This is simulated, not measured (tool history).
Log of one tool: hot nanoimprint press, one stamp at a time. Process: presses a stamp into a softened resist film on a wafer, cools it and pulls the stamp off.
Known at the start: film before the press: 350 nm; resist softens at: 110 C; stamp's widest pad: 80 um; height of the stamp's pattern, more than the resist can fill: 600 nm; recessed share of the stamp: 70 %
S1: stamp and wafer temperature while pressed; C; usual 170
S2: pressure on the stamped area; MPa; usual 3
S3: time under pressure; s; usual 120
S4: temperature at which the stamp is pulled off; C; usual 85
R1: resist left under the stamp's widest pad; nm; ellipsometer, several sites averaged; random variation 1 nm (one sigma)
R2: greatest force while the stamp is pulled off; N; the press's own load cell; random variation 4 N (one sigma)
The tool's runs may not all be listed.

run 1 day=0 | S1=170 S2=3 S3=120 S4=85 | R1=168.1 R2=234
run 2 day=0.888 | S1=170 S2=3 S3=100 S4=85 | R1=180.4 R2=240
run 3 day=1.654 | S1=170 S2=3 S3=100 S4=85 | R1=180.9 R2=241
run 4 day=2.679 | S1=170 S2=3.41 S3=120 S4=85 | R1=160.4 R2=244
run 5 day=3.396 | S1=170 S2=3 S3=120 S4=85 | R1=170.2 R2=251
run 6 day=4.329 | S1=170 S2=3 S3=120 S4=85 | R1=172 R2=242
run 7 day=5.071 | S1=170 S2=3 S3=232 S4=85 | R1=131.4 R2=252
-- day=5.621 stamp cleaned and given a new release coat
run 8 day=5.829 | S1=170 S2=3 S3=120 S4=85 | R1=172.2 R2=196
-- day=6.417 plate thermocouple calibrated
run 9 day=6.475 | S1=167 S2=2.01 S3=142 S4=82 | R1=219.5 R2=222
run 10 day=7.421 | S1=167 S2=3.35 S3=142 S4=77 | R1=186.9 R2=244
run 11 day=8.096 | S1=176 S2=4.65 S3=148 S4=85 | R1=88.3 R2=218
run 12 day=8.725 | S1=176 S2=4.65 S3=148 S4=85 | R1=88.6 R2=204
run 13 day=9.479 | S1=168 S2=3 S3=120 S4=85 | R1=196.6 R2=206
run 14 day=10.3 | S1=182 S2=3 S3=120 S4=75 | R1=81.5 R2=268
run 15 day=10.779 | S1=182 S2=3 S3=120 S4=75 | R1=81.7 R2=272
-- day=11.175 plate thermocouple calibrated, once more
run 16 day=11.796 | S1=182 S2=1.81 S3=85 S4=81 | R1=115.5 R2=226

5 ways to go on from here, each from the tool as it stands after run 16. What would each give?
run A day=12.5 | S1=182 S2=1.81 S3=92 S4=81 | R1=? R2=?
run B day=12.5 | S1=168 S2=1.8 S3=85 S4=83 | R1=? R2=?
run C day=12.5 | S1=182 S2=1.81 S3=85 S4=73 | R1=? R2=?
run D day=12.5 | S1=182 S2=1.81 S3=65 S4=89 | R1=? R2=?
run E day=12.5 | S1=170 S2=3 S3=82 S4=88 | R1=? R2=?

run=A R1=111.6 R2=244
run=B R1=240.7 R2=227
run=C R1=114.7 R2=273
run=D R1=130 R2=185
run=E R1=192.4 R2=195
Without the tool's hidden state the same runs would have given:
run=A R1=109.8 R2=225
run=B R1=238.1 R2=209
run=C R1=112.9 R2=252
run=D R1=128 R2=170
run=E R1=189.3 R2=179

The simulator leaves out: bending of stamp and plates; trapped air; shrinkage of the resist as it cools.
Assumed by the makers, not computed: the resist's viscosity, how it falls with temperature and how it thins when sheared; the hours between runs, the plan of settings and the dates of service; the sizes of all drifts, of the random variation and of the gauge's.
